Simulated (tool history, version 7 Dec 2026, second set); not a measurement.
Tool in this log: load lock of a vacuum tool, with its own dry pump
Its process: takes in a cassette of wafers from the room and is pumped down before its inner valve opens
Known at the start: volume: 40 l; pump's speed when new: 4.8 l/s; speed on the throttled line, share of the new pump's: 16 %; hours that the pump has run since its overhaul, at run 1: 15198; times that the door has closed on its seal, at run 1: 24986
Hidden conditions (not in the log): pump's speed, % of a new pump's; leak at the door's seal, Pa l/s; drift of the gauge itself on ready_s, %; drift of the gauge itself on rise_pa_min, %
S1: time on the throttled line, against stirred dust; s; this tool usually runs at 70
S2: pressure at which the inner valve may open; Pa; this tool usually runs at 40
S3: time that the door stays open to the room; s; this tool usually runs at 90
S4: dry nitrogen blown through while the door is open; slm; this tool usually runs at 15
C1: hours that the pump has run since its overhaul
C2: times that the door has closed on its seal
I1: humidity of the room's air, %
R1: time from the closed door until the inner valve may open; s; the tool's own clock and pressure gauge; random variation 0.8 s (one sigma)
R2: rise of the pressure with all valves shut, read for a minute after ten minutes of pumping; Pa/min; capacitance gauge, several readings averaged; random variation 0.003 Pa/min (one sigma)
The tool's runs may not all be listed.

Run 1, hour 0: usual settings; C1 15198; C2 24986; I1 45.2. Result: R1 135.7 s, R2 0.103 Pa/min.
Run 2, hour 138.6: usual settings; C1 15336; C2 25440; I1 46.2. Result: R1 136.7 s, R2 0.105 Pa/min.
Run 3, hour 402.4: usual settings; C1 15600; C2 26305; I1 43.5. Result: R1 137.3 s, R2 0.106 Pa/min.
Run 4, hour 668.6: usual settings; C1 15866; C2 27178; I1 44.7. Result: R1 136.1 s, R2 0.112 Pa/min.
Run 5, hour 904.7: usual settings but S4 14 slm; C1 16103; C2 27952; I1 44.3. Result: R1 137.2 s, R2 0.113 Pa/min.
Run 6, hour 1041.9: usual settings but S4 14 slm; C1 16240; C2 28402; I1 47.2. Result: R1 137.7 s, R2 0.112 Pa/min.
Run 7, hour 1194.8: usual settings but S3 83 s, S4 14 slm; C1 16393; C2 28903; I1 52. Result: R1 136.8 s, R2 0.118 Pa/min.
Run 8, hour 1359.3: usual settings but S4 5 slm; C1 16557; C2 29442; I1 45.2. Result: R1 139.4 s, R2 0.137 Pa/min.
Run 9, hour 1629.3: usual settings; C1 16827; C2 30328; I1 44.6. Result: R1 137.9 s, R2 0.122 Pa/min.
Run 10, hour 1819.2: usual settings; C1 17017; C2 30950; I1 43.5. Result: R1 139.3 s, R2 0.125 Pa/min.
Run 11, hour 2066.1: usual settings; C1 17264; C2 31760; I1 43.3. Result: R1 140.8 s, R2 0.134 Pa/min.
Run 12, hour 2332.1: usual settings; C1 17530; C2 32632; I1 46. Result: R1 138.5 s, R2 0.133 Pa/min.
Run 13, hour 2523.2: usual settings; C1 17721; C2 33258; I1 42.3. Result: R1 139.3 s, R2 0.136 Pa/min.
Run 14, hour 2749.8: usual settings; C1 17948; C2 34001; I1 48.8. Result: R1 140.4 s, R2 0.145 Pa/min.
Run 15, hour 2980.1: usual settings; C1 18178; C2 34756; I1 43.5. Result: R1 138.4 s, R2 0.14 Pa/min.
Run 16, hour 3131: usual settings; C1 18329; C2 35251; I1 44. Result: R1 139.2 s, R2 0.146 Pa/min.
Run 17, hour 3263.9: usual settings; C1 18462; C2 35686; I1 43.6. Result: R1 138 s, R2 0.152 Pa/min.
At hour 3388.4: dry pump taken out, an overhauled one fitted.
Run 18, hour 3499.6: usual settings; C1 111; C2 36440; I1 46.9. Result: R1 124.8 s, R2 0.154 Pa/min.

Run 19 is up next; what results do you expect?
Run 19, hour 3647.6: usual settings; C1 259; C2 36925; I1 42.6. Result: R1 ?, R2 ?.

R1: 123.5 s
R2: 0.157 Pa/min
With no hidden state in the tool, this same run would have given R1 124 s, R2 0.027 Pa/min.

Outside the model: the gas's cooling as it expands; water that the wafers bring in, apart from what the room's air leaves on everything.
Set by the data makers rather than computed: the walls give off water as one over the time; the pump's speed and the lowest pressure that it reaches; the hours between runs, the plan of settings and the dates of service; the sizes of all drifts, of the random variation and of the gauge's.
